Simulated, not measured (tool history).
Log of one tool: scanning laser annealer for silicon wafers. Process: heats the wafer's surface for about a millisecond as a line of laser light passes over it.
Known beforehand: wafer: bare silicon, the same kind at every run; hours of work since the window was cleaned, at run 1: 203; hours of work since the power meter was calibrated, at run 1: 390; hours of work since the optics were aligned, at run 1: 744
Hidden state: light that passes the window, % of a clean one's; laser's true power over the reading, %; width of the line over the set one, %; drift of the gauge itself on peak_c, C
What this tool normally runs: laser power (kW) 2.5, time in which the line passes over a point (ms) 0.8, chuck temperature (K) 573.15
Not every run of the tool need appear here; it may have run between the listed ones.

| run | hour | laser power (kW) | time in which the line passes over a point (ms) | chuck temperature (K) | hours of work since the window was cleaned | hours of work since the power meter was calibrated | hours of work since the optics were aligned | highest temperature of the surface (K) |
|---|---|---|---|---|---|---|---|---|
| 1 | 0 | 2.5 | 0.8 | 573.15 | 203 | 390 | 744 | 1299.15 |
| 2 | 29.2 | 2.5 | 0.7 | 573.15 | 216 | 403 | 757 | 1254.15 |
| 3 | 63 | 2.5 | 0.8 | 577.15 | 232 | 419 | 773 | 1304.15 |
| 4 | 117.7 | 2.682 | 0.8 | 577.15 | 257 | 444 | 798 | 1362.15 |
| 5 | 150.6 | 2.682 | 0.8 | 577.15 | 272 | 459 | 813 | 1364.15 |
| 6 | 176.4 | 2.682 | 0.8 | 577.15 | 284 | 471 | 825 | 1359.15 |
| 7 | 225 | 2.5 | 0.8 | 573.15 | 306 | 493 | 847 | 1295.15 |
| 8 | 252.5 | 2.5 | 0.8 | 578.15 | 319 | 506 | 860 | 1297.15 |
| 9 | 306.7 | 2.5 | 0.8 | 578.15 | 344 | 530 | 884 | 1299.15 |
| 10 | 356.9 | 2.5 | 0.8 | 578.15 | 367 | 554 | 907 | 1296.15 |
| 11 | 405.6 | 2.5 | 0.8 | 578.15 | 389 | 576 | 930 | 1300.15 |
| 12 | 443.4 | 2.5 | 0.8 | 601.15 | 406 | 593 | 947 | 1320.15 |
| 13 | 481.8 | 2.5 | 0.8 | 601.15 | 424 | 611 | 965 | 1317.15 |
| 14 | 516 | 2.402 | 0.8 | 573.15 | 440 | 626 | 980 | 1257.15 |
| 15 | 565.6 | 2.402 | 0.8 | 573.15 | 462 | 649 | 1003 | 1254.15 |
| 16 | 619.8 | 2.402 | 0.8 | 573.15 | 487 | 674 | 1028 | 1255.15 |
| 17 | 667.5 | 2.5 | 0.8 | 592.15 | 509 | 696 | 1050 | 1303.15 |
| 18 | 709.2 | 2.5 | 0.8 | 592.15 | 528 | 715 | 1069 | 1303.15 |
| 19 | 766.3 | 2.5 | 0.8 | 567.15 | 554 | 741 | 1095 | 1277.15 |
| 20 | 796.7 | 2.5 | 0.8 | 573.15 | 568 | 755 | 1109 | 1284.15 |
| 21 | 830.1 | 2.5 | 0.8 | 573.15 | 584 | 771 | 1125 | 1283.15 |
| 22 | 859.8 | 2.389 | 0.8 | 573.15 | 597 | 784 | 1138 | 1247.15 |
| 23 | 894 | 2.193 | 0.8 | 576.15 | 613 | 800 | 1154 | 1187.15 |
| 24 | 928.9 | 2.193 | 0.8 | 576.15 | 629 | 816 | 1170 | 1185.15 |
| 25 | 965 | 2.282 | 0.638 | 582.15 | 646 | 832 | 1186 | 1154.15 |
|  | 973.4 | optics aligned, line set to its width |
| 26 | 1005.6 | 2.282 | 0.706 | 582.15 | 662 | 849 | 15 | 1197.15 |
| 27 | 1037.9 | 2.282 | 0.706 | 582.15 | 677 | 864 | 30 | 1196.15 |
| 28 | 1075.4 | 2.282 | 0.706 | 582.15 | 694 | 881 | 47 | 1197.15 |
| 29 | 1114.7 | 2.282 | 0.706 | 582.15 | 712 | 899 | 65 | 1193.15 |

Expected results for the next run?
| 30 | 1161.2 | 2.304 | 0.838 | 596.15 | 733 | 920 | 86 | ? |

Run 30 measured highest temperature of the surface (K) 1270.15.
If the tool had no hidden condition, the same run with the same run-to-run variation would have returned highest temperature of the surface (K) 1293.15.
